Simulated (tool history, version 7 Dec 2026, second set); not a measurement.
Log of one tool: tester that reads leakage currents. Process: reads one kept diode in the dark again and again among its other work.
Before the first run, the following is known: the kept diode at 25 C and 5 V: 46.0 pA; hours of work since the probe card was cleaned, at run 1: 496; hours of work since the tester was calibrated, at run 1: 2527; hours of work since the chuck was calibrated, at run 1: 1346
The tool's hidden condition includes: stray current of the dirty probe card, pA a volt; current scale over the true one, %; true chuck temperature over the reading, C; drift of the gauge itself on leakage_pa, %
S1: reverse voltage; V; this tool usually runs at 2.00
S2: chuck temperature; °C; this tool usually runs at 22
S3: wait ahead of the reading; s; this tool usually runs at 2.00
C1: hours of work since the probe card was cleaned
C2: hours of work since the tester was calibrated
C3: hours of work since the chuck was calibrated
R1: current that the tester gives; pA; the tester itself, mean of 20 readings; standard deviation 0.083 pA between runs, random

{"run": 1, "hour": 0.0, "S1": 2.0, "S2": 22, "S3": 2.0, "C1": 496, "C2": 2527, "C3": 1346, "R1": 22.0}
{"run": 2, "hour": 196.6, "S1": 2.0, "S2": 22, "S3": 2.0, "C1": 639, "C2": 2669, "C3": 1488, "R1": 22.13}
{"run": 3, "hour": 433.5, "S1": 2.0, "S2": 24, "S3": 2.0, "C1": 811, "C2": 2841, "C3": 1660, "R1": 26.26}
{"run": 4, "hour": 563.2, "S1": 2.0, "S2": 22, "S3": 2.13, "C1": 905, "C2": 2935, "C3": 1754, "R1": 21.93}
{"run": 5, "hour": 806.4, "S1": 2.0, "S2": 22, "S3": 4.97, "C1": 1081, "C2": 3112, "C3": 1931, "R1": 21.9}
{"hour": 995.3, "done": "chuck's temperature calibrated"}
{"run": 6, "hour": 1002.1, "S1": 2.0, "S2": 22, "S3": 4.97, "C1": 1222, "C2": 3252, "C3": 5, "R1": 21.7}
{"hour": 1147.4, "done": "probe card cleaned and baked"}
{"run": 7, "hour": 1246.8, "S1": 2.0, "S2": 22, "S3": 4.97, "C1": 72, "C2": 3428, "C3": 180, "R1": 21.79}
{"run": 8, "hour": 1457.8, "S1": 2.0, "S2": 22, "S3": 4.97, "C1": 225, "C2": 3581, "C3": 333, "R1": 21.77}
{"run": 9, "hour": 1682.8, "S1": 2.0, "S2": 22, "S3": 4.97, "C1": 388, "C2": 3744, "C3": 497, "R1": 21.75}

Run 10 is up next; what results do you expect?
{"run": 10, "hour": 1900.1, "S1": 4.27, "S2": 35, "S3": 0.89, "C1": 546, "C2": 3902, "C3": 654, "R1": "?"}

R1: 99.87 pA
Had the tool carried no hidden state, the very same run would have given R1 99.86 pA.

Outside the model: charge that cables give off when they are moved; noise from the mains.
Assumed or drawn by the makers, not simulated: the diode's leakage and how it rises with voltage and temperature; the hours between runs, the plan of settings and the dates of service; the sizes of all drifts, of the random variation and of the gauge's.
